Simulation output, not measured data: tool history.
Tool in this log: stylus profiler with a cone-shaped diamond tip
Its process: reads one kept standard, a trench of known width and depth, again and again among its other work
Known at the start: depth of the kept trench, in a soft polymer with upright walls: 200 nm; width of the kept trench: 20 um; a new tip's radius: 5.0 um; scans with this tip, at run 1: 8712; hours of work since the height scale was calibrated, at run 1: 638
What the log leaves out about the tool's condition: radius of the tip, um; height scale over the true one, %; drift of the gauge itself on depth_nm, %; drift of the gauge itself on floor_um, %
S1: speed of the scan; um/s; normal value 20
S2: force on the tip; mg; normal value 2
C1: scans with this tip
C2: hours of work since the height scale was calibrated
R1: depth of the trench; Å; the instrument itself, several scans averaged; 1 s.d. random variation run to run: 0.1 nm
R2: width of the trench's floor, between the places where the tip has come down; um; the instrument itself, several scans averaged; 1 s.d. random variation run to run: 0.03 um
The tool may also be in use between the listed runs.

run 1 hour=0 | S1=20 S2=2 | C1=8712 C2=638 | R1=2007.5 R2=16.32
run 2 hour=43.9 | S1=20 S2=2 | C1=9115 C2=668 | R1=2006.9 R2=16.24
run 3 hour=79.9 | S1=20 S2=2 | C1=9445 C2=692 | R1=2008.3 R2=16.22
run 4 hour=111.5 | S1=20 S2=2 | C1=9735 C2=713 | R1=2006.6 R2=16.24
run 5 hour=141.6 | S1=20 S2=1.91 | C1=10011 C2=734 | R1=2008 R2=16.2
run 6 hour=165.3 | S1=20 S2=1.91 | C1=10229 C2=749 | R1=2005.9 R2=16.18
run 7 hour=183.4 | S1=20 S2=1.91 | C1=10394 C2=762 | R1=2005.3 R2=16.24
run 8 hour=223.7 | S1=11 S2=1.63 | C1=10764 C2=789 | R1=2007.4 R2=16.18
run 9 hour=256 | S1=60 S2=1.36 | C1=11061 C2=810 | R1=2003.6 R2=15.8
run 10 hour=290.3 | S1=60 S2=1.36 | C1=11375 C2=834 | R1=2003.5 R2=15.74
run 11 hour=309 | S1=51 S2=3.19 | C1=11546 C2=846 | R1=2012.2 R2=15.94
run 12 hour=345.5 | S1=51 S2=3.19 | C1=11881 C2=871 | R1=2009.6 R2=15.95
run 13 hour=381.1 | S1=51 S2=0.92 | C1=12208 C2=895 | R1=2001.2 R2=15.66

What if the next run were any one of these 4? Each begins from the tool's condition after run 13:
run A hour=416.3 | S1=62 S2=2.78 | C1=12531 C2=918 | R1=? R2=?
run B hour=416.3 | S1=51 S2=2.25 | C1=12531 C2=918 | R1=? R2=?
run C hour=416.3 | S1=51 S2=0.68 | C1=12531 C2=918 | R1=? R2=?
run D hour=416.3 | S1=14 S2=1.2 | C1=12531 C2=918 | R1=? R2=?

run=A R1=2008.9 R2=15.78
run=B R1=2006.4 R2=15.85
run=C R1=2001.1 R2=15.54
run=D R1=2002.5 R2=16.04
The same runs, with their run-to-run variation unchanged, on a tool lacking any hidden condition would have given:
run=A R1=2014.1 R2=16.81
run=B R1=2011.6 R2=16.89
run=C R1=2006.3 R2=16.57
run=D R1=2007.7 R2=17.07
